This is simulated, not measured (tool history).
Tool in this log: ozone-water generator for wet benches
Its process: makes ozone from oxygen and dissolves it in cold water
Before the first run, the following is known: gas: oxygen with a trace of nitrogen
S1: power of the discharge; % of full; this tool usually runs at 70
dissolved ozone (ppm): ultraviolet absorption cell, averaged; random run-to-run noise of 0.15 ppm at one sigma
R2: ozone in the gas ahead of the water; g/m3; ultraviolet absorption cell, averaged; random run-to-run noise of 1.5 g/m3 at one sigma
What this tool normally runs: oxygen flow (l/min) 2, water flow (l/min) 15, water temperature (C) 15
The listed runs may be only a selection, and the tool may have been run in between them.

Run 1, hour 0: usual settings. Result: dissolved ozone (ppm) 18.2, R2 268.9 g/m3.
Run 2, hour 35.1: usual settings. Result: dissolved ozone (ppm) 17.9, R2 271.5 g/m3.
Run 3, hour 49.6: usual settings. Result: dissolved ozone (ppm) 18.4, R2 268.9 g/m3.
Run 4, hour 69.2: usual settings but water flow (l/min) 10. Result: dissolved ozone (ppm) 28, R2 267.8 g/m3.
Run 5, hour 92: usual settings but water flow (l/min) 10. Result: dissolved ozone (ppm) 27.8, R2 271.1 g/m3.
Run 6, hour 107.3: usual settings but S1 41 % of full, water flow (l/min) 10. Result: dissolved ozone (ppm) 21.1, R2 202.6 g/m3.
Run 7, hour 129.7: usual settings but water flow (l/min) 13. Result: dissolved ozone (ppm) 21.1, R2 268.5 g/m3.
Run 8, hour 157.7: usual settings but oxygen flow (l/min) 3.26. Result: dissolved ozone (ppm) 19.7, R2 206.5 g/m3.
Run 9, hour 176.2: usual settings but oxygen flow (l/min) 3.26. Result: dissolved ozone (ppm) 19.5, R2 206.4 g/m3.
Run 10, hour 193.9: usual settings. Result: dissolved ozone (ppm) 18.3, R2 268.3 g/m3.
At hour 199.7: contactor cleaned.
Run 11, hour 233.1: usual settings. Result: dissolved ozone (ppm) 18.1, R2 265.7 g/m3.
Run 12, hour 256.1: usual settings. Result: dissolved ozone (ppm) 18.1, R2 269 g/m3.
At hour 277.4: contactor cleaned, once more.
Run 13, hour 293.2: usual settings. Result: dissolved ozone (ppm) 18.5, R2 269.7 g/m3.
Run 14, hour 313.7: usual settings. Result: dissolved ozone (ppm) 18.3, R2 269.3 g/m3.
Run 15, hour 338.4: usual settings but S1 43 % of full, oxygen flow (l/min) 1.13, water flow (l/min) 10, water temperature (C) 13. Result: dissolved ozone (ppm) 19.8, R2 284.7 g/m3.
Run 16, hour 362.8: usual settings but S1 49 % of full, oxygen flow (l/min) 1.08, water flow (l/min) 17, water temperature (C) 14. Result: dissolved ozone (ppm) 11.3, R2 310.6 g/m3.
Run 17, hour 383.3: usual settings but S1 49 % of full, oxygen flow (l/min) 1.08, water flow (l/min) 17, water temperature (C) 14. Result: dissolved ozone (ppm) 11.2, R2 313 g/m3.
Run 18, hour 415.1: usual settings but S1 49 % of full, oxygen flow (l/min) 1.08, water flow (l/min) 17, water temperature (C) 14. Result: dissolved ozone (ppm) 11.3, R2 310.5 g/m3.
Run 19, hour 435.3: usual settings but S1 49 % of full, oxygen flow (l/min) 1.08, water flow (l/min) 17, water temperature (C) 14. Result: dissolved ozone (ppm) 11.1, R2 310.9 g/m3.
Run 20, hour 462.3: usual settings but S1 78 % of full, oxygen flow (l/min) 1.08, water flow (l/min) 10, water temperature (C) 14. Result: dissolved ozone (ppm) 27.1, R2 399 g/m3.
Run 21, hour 484.1: usual settings but oxygen flow (l/min) 2.06, water flow (l/min) 13. Result: dissolved ozone (ppm) 21.5, R2 263.5 g/m3.
Run 22, hour 519: usual settings but oxygen flow (l/min) 2.06, water flow (l/min) 13. Result: dissolved ozone (ppm) 21.5, R2 264.6 g/m3.
Run 23, hour 541.7: usual settings but oxygen flow (l/min) 2.02, water flow (l/min) 16, water temperature (C) 14. Result: dissolved ozone (ppm) 17.1, R2 268.4 g/m3.
Run 24, hour 557.6: usual settings but oxygen flow (l/min) 1.45, water flow (l/min) 16, water temperature (C) 22. Result: dissolved ozone (ppm) 15.1, R2 320 g/m3.
Run 25, hour 581.6: usual settings but oxygen flow (l/min) 1.45, water flow (l/min) 14, water temperature (C) 22. Result: dissolved ozone (ppm) 17.5, R2 321.2 g/m3.
Run 26, hour 600.7: usual settings but S1 87 % of full, oxygen flow (l/min) 1.72, water flow (l/min) 22, water temperature (C) 14. Result: dissolved ozone (ppm) 12.7, R2 328.6 g/m3.
Run 27, hour 624: usual settings but S1 42 % of full, oxygen flow (l/min) 3.34, water flow (l/min) 22, water temperature (C) 14. Result: dissolved ozone (ppm) 9.7, R2 153.8 g/m3.
Run 28, hour 645.8: usual settings but water flow (l/min) 19. Result: dissolved ozone (ppm) 14.1, R2 267.5 g/m3.

4 options for the next run, each taken on its own from the tool as it stands now. Forecast them:
Run A, hour 677.1: usual settings but S1 66 % of full, water flow (l/min) 20, water temperature (C) 9. Result: dissolved ozone (ppm) ?, R2 ?.
Run B, hour 677.1: usual settings but S1 58 % of full, water flow (l/min) 20, water temperature (C) 10. Result: dissolved ozone (ppm) ?, R2 ?.
Run C, hour 677.1: usual settings but oxygen flow (l/min) 1.21, water flow (l/min) 14. Result: dissolved ozone (ppm) ?, R2 ?.
Run D, hour 677.1: usual settings but S1 63 % of full, oxygen flow (l/min) 1.12, water flow (l/min) 19. Result: dissolved ozone (ppm) ?, R2 ?.

run  dissolved ozone (ppm)     R2
  A                   13.1    259
  B                   12.1  242.3
  C                   17.7  354.5
  D                   11.1  349.7
With no hidden state in the tool, these same runs would have given:
run  dissolved ozone (ppm)     R2
  A                   13.4  262.8
  B                   12.4  245.6
  C                   18.1  359.8
  D                   11.3  354.7
